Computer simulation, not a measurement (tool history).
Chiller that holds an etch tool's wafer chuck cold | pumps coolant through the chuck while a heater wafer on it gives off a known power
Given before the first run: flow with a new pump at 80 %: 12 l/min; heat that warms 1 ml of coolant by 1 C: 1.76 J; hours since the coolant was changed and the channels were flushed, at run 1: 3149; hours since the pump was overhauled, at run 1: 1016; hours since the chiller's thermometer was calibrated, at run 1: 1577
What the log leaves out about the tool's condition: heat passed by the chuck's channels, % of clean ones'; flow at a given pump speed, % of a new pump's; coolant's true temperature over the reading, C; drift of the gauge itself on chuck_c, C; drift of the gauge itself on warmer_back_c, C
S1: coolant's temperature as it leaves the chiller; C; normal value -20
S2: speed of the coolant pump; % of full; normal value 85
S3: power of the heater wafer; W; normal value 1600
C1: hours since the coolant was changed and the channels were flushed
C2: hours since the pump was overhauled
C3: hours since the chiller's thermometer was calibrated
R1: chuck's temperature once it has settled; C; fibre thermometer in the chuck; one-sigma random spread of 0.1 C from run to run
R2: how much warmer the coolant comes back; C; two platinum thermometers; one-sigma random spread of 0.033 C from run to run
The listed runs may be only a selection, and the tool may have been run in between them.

run,day,S1,S2,S3,C1,C2,C3,R1,R2
1,0,-20,85,1600,3149,1016,1577,-6.8,4.32
2,1.083,-20,85,1518,3175,1042,1603,-7.4,4.06
3,2.65,-20,90,1518,3213,1079,1640,-8.1,3.84
4,4.029,-20,90,1518,3246,1112,1673,-8,3.86
5,5.538,-20,85,1600,3282,1149,1710,-6.9,4.27
6,6.954,-20,85,1600,3316,1182,1744,-6.9,4.36
7,8.8,-22,83,1800,3360,1227,1788,-6.7,5.04
8,9.733,-22,83,1800,3383,1249,1810,-6.7,5.02
9,11.325,-20,85,1600,3421,1287,1849,-6.8,4.35
10,13.067,-19,66,1600,3463,1329,1890,-2.9,5.66
11,14.7,-19,66,1600,3502,1368,1930,-2.8,5.73
12,16.508,-19,66,1600,3545,1412,1973,-2.9,5.64

Branching from run 12: 5 alternative next runs. What would each branch give?
A,17.675,-19,68,1600,3573,1440,2001,?,?
B,17.675,-19,93,1600,3573,1440,2001,?,?
C,17.675,-28,73,1600,3573,1440,2001,?,?
D,17.675,-25,92,1488,3573,1440,2001,?,?
E,17.675,-29,85,1105,3573,1440,2001,?,?

run,R1,R2
A,-3.2,5.48
B,-6.5,3.91
C,-13.1,5.1
D,-13.6,3.73
E,-20,3.06
With the hidden condition removed and each run's random variation left untouched, the same runs would have given:
run,R1,R2
A,-4.5,5.38
B,-7.5,3.84
C,-14.3,5.01
D,-14.6,3.66
E,-20.6,3.01
